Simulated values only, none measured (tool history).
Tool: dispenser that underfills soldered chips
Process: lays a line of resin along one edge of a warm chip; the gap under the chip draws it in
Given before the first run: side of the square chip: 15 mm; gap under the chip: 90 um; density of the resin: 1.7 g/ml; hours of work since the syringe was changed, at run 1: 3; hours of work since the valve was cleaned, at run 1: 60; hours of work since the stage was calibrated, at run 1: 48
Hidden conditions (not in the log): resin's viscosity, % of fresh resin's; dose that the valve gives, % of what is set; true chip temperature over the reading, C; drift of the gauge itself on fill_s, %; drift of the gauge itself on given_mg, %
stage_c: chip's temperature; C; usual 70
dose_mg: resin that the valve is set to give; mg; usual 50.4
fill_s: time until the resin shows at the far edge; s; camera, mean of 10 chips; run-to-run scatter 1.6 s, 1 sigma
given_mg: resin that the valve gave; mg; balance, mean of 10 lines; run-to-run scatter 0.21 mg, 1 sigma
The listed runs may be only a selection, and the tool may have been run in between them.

run  hour  stage_c  dose_mg  hours of work since the syringe was changed  hours of work since the valve was cleaned  hours of work since the stage was calibrated  fill_s  given_mg
  1     0       70     50.4                                            3                                         60                                            48   194.8     48.82
  2   3.4       70     50.4                                            5                                         62                                            51   236.3     48.43
      4.9  -- new syringe of resin
  3   6.4       70     50.4                                            1                                         64                                            53   173.8     48.22
  4  10.6       70     50.4                                            4                                         67                                            56   220.3     48.56
     13.6  -- new syringe of resin
  5  13.7       70     50.4                                            0                                         69                                            58   157.8     48.26
  6  17.8       80     50.4                                            3                                         72                                            61   124.9     48.22
  7  20.8       80     50.4                                            5                                         74                                            63   154.4     48.14
     22.4  -- new syringe of resin
  8  25.4       70     60.3                                            2                                         77                                            66   183.5        58
  9  29.1       70     60.3                                            5                                         80                                            69   226.1     57.38
     31.1  -- new syringe of resin
 10  33.9       70       45                                            2                                         83                                            72     189     42.69
 11  38.3       61     45.3                                            5                                         86                                            75     380     43.36
     39.6  -- new syringe of resin
 12  42.8       56       50                                            2                                         89                                            78   389.8     47.38
 13  45.1       56       50                                            4                                         91                                            80     434     47.44
 14  47.6       56       50                                            6                                         93                                            81   501.9     47.25
     48.2  -- new syringe of resin
 15  50.5       78     64.7                                            2                                         95                                            83   123.8     61.18
 16  53.6       78     64.7                                            4                                         97                                            85   144.3     60.99
 17    56       70     48.9                                            6                                         99                                            87     253     46.04
     56.8  -- new syringe of resin
 18  60.1       72     60.7                                            2                                        101                                            90   172.2     57.28
 19  63.7       72     42.9                                            5                                        104                                            92   226.3     40.36
     65.3  -- new syringe of resin
 20  66.6       57     50.4                                            1                                        106                                            94   330.1     47.21

Consider 4 possible next runs. They are alternatives, not a sequence: every one starts from the tool as it was left by run 20. What does each give?
  A    70       57     52.1                                            3                                        108                                            97       ?         ?
  B    70       69     54.5                                            3                                        108                                            97       ?         ?
  C    70       57     49.5                                            3                                        108                                            97       ?         ?
  D    70       73     52.5                                            3                                        108                                            97       ?         ?

run  fill_s  given_mg
  A   401.1     48.47
  B   222.2     51.07
  C     404     46.32
  D     186     49.14
Without the tool's unlogged condition, the same runs would have read:
run  fill_s  given_mg
  A   293.5     51.76
  B   163.1     54.54
  C   294.8     49.46
  D   136.4     52.47

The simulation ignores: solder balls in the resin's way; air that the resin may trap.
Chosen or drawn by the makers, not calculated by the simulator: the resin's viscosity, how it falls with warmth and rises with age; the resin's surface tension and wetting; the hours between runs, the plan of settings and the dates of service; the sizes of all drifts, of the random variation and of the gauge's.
